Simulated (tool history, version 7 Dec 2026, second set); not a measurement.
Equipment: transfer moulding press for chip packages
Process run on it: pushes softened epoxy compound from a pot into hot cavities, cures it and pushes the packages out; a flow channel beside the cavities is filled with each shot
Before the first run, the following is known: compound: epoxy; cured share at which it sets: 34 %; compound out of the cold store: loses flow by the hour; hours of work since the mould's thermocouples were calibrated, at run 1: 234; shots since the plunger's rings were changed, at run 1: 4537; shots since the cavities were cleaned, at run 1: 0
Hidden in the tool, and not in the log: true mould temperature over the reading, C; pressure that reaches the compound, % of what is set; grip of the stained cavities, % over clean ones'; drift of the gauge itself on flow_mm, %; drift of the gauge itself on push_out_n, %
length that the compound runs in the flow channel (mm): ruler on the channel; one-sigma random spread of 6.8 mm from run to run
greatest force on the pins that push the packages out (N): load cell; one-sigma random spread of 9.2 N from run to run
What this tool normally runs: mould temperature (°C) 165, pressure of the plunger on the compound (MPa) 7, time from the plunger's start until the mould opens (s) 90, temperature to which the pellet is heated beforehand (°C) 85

run,day,mould temperature (°C),pressure of the plunger on the compound (MPa),time from the plunger's start until the mould opens (s),temperature to which the pellet is heated beforehand (°C),hours of work since the mould's thermocouples were calibrated,shots since the plunger's rings were changed,shots since the cavities were cleaned,incoming compound's hours out of the cold store,length that the compound runs in the flow channel (mm),greatest force on the pins that push the packages out (N)
1,0,165,7,90,85,234,4537,0,42.4,663,423
2,0.621,165,7,90,79,241,4690,153,10.7,734,588
3,1.696,165,7,90,79,253,4953,416,32,687,710
# day 1.912: cavities cleaned with cleaning compound and waxed
4,2.821,165,7,90,79,265,5214,223,25.1,702,642
# day 3.808: cavities cleaned with cleaning compound and waxed
5,3.817,165,7,90,79,276,5443,2,25.6,674,417
# day 4.396: plunger's sealing rings changed
6,4.396,165,7,90,85,281,0,118,27.8,756,533
7,5.129,165,7,90,85,289,180,298,34.2,741,654
# day 5.825: cavities cleaned with cleaning compound and waxed
8,5.879,165,7,90,85,297,349,14,13.2,784,439
9,6.658,165,7,90,85,306,540,205,42,714,605
10,7.292,165,7,90,81,313,696,361,32.9,736,680
# day 7.671: cavities cleaned with cleaning compound and waxed
11,8.246,165,7,90,81,323,915,142,30.1,736,568
12,9.067,161,7,90,85,332,1116,343,27.4,749,758
# day 9.529: cavities cleaned with cleaning compound and waxed
13,9.804,163,7,90,85,340,1281,68,45,707,515
14,10.379,165,7,90,81,346,1423,210,34.2,715,607
15,10.962,165,7,73,88,353,1565,352,43.8,689,822
# day 11.412: cavities cleaned with cleaning compound and waxed
16,11.575,165,8.2,90,85,359,1700,40,41.3,766,458
17,12.271,168,6.02,90,79,367,1871,211,39.9,647,590
18,13.046,168,6.02,90,79,375,2061,401,17.6,691,682
# day 13.262: cavities cleaned with cleaning compound and waxed
19,14.025,158,8.42,129,87,386,2285,186,36.6,805,583
# day 14.188: mould's thermocouples calibrated
# day 15.196: cavities cleaned with cleaning compound and waxed
20,15.196,165,5.27,90,85,11,2537,0,40.3,596,419
21,15.838,163,8.51,71,90,18,2694,157,33.8,790,738
22,16.671,162,7.01,90,85,27,2899,362,31.1,722,716
# day 17.092: cavities cleaned with cleaning compound and waxed
23,17.275,159,5.69,73,87,33,3032,44,45.9,627,742
# day 17.567: mould's thermocouples calibrated, once more
24,18.162,159,5.69,73,87,7,3229,241,23.4,672,1151
25,18.808,159,5.69,73,87,14,3388,400,32.8,652,1258
# day 19.088: cavities cleaned with cleaning compound and waxed
26,19.938,159,5.69,73,87,26,3650,209,38.6,633,1037
# day 20.996: cavities cleaned with cleaning compound and waxed
27,21.004,159,5.8,73,77,37,3895,1,18.8,679,780

4 ways to go on from here, each from the tool as it stands after run 27. What would each give?
A,21.896,165,5.34,106,85,47,4114,220,42.6,?,?
B,21.896,166,6.47,117,85,47,4114,220,23.1,?,?
C,21.896,165,8.37,90,85,47,4114,220,37.5,?,?
D,21.896,171,6.04,90,80,47,4114,220,39.2,?,?

run,length that the compound runs in the flow channel (mm),greatest force on the pins that push the packages out (N)
A,580,601
B,680,597
C,742,585
D,609,580
Take away the tool's hidden state, keep each run's random variation, and the runs would have read:
run,length that the compound runs in the flow channel (mm),greatest force on the pins that push the packages out (N)
A,624,405
B,731,400
C,798,395
D,655,391
